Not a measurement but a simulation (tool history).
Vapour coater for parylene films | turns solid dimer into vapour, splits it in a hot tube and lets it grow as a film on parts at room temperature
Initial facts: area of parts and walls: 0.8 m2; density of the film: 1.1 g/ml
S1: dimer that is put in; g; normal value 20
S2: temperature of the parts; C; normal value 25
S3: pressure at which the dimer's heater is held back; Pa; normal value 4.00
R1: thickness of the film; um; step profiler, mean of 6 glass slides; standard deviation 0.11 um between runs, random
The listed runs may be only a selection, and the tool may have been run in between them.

run 1 hour=0.0 | S1=20 S2=25 S3=4.00 | R1=13.17
run 2 hour=15.5 | S1=20 S2=25 S3=4.00 | R1=13.13
run 3 hour=34.2 | S1=20 S2=25 S3=4.00 | R1=13.25
run 4 hour=45.3 | S1=20 S2=25 S3=4.00 | R1=12.92
run 5 hour=59.1 | S1=20 S2=19 S3=4.00 | R1=16.40
run 6 hour=69.1 | S1=20 S2=23 S3=4.00 | R1=14.31
run 7 hour=87.8 | S1=20 S2=25 S3=4.00 | R1=13.02
run 8 hour=99.0 | S1=20 S2=25 S3=4.00 | R1=13.04
run 9 hour=112.9 | S1=20 S2=25 S3=4.00 | R1=13.02
run 10 hour=130.6 | S1=20 S2=25 S3=4.00 | R1=12.84
run 11 hour=146.7 | S1=20 S2=25 S3=2.20 | R1=14.75
run 12 hour=164.6 | S1=20 S2=25 S3=2.20 | R1=14.70
run 13 hour=172.9 | S1=20 S2=25 S3=2.20 | R1=14.57
run 14 hour=191.6 | S1=20 S2=25 S3=5.40 | R1=11.88
run 15 hour=200.4 | S1=20 S2=25 S3=5.40 | R1=11.79
run 16 hour=216.2 | S1=29 S2=25 S3=5.40 | R1=16.84
run 17 hour=235.2 | S1=29 S2=25 S3=2.50 | R1=20.26
run 18 hour=248.0 | S1=10 S2=25 S3=2.50 | R1=6.91
run 19 hour=257.4 | S1=17 S2=33 S3=4.88 | R1=7.38
run 20 hour=276.7 | S1=31 S2=34 S3=3.75 | R1=13.72
run 21 hour=290.9 | S1=31 S2=34 S3=3.75 | R1=13.59
run 22 hour=303.5 | S1=31 S2=34 S3=3.75 | R1=13.48
run 23 hour=318.5 | S1=31 S2=34 S3=3.75 | R1=13.45
-- hour=325.0 trap's valve overhauled
run 24 hour=339.1 | S1=21 S2=33 S3=4.03 | R1=10.50
run 25 hour=347.9 | S1=32 S2=24 S3=4.20 | R1=22.42
run 26 hour=355.8 | S1=32 S2=19 S3=4.20 | R1=27.33
run 27 hour=370.1 | S1=24 S2=25 S3=9.87 | R1=13.03
run 28 hour=389.3 | S1=14 S2=33 S3=9.13 | R1=5.82
run 29 hour=404.3 | S1=10 S2=29 S3=9.13 | R1=4.80
run 30 hour=418.0 | S1=35 S2=28 S3=2.99 | R1=22.40
run 31 hour=432.4 | S1=13 S2=35 S3=8.87 | R1=4.88
run 32 hour=450.4 | S1=13 S2=35 S3=8.87 | R1=4.93
run 33 hour=468.4 | S1=20 S2=25 S3=4.00 | R1=13.22
run 34 hour=482.8 | S1=29 S2=25 S3=2.13 | R1=22.29

Here are 5 independent what-if runs from the current tool condition. What would each one return?
run A hour=499.0 | S1=18 S2=18 S3=10.44 | R1=?
run B hour=499.0 | S1=8 S2=25 S3=3.13 | R1=?
run C hour=499.0 | S1=18 S2=18 S3=3.65 | R1=?
run D hour=499.0 | S1=29 S2=25 S3=2.14 | R1=?
run E hour=499.0 | S1=29 S2=25 S3=2.29 | R1=?

run=A R1=12.32
run=B R1=5.53
run=C R1=15.93
run=D R1=22.19
run=E R1=21.72
With the hidden condition removed and each run's random variation left untouched, the same runs would have given:
run=A R1=13.00
run=B R1=5.83
run=C R1=16.80
run=D R1=23.41
run=E R1=22.92
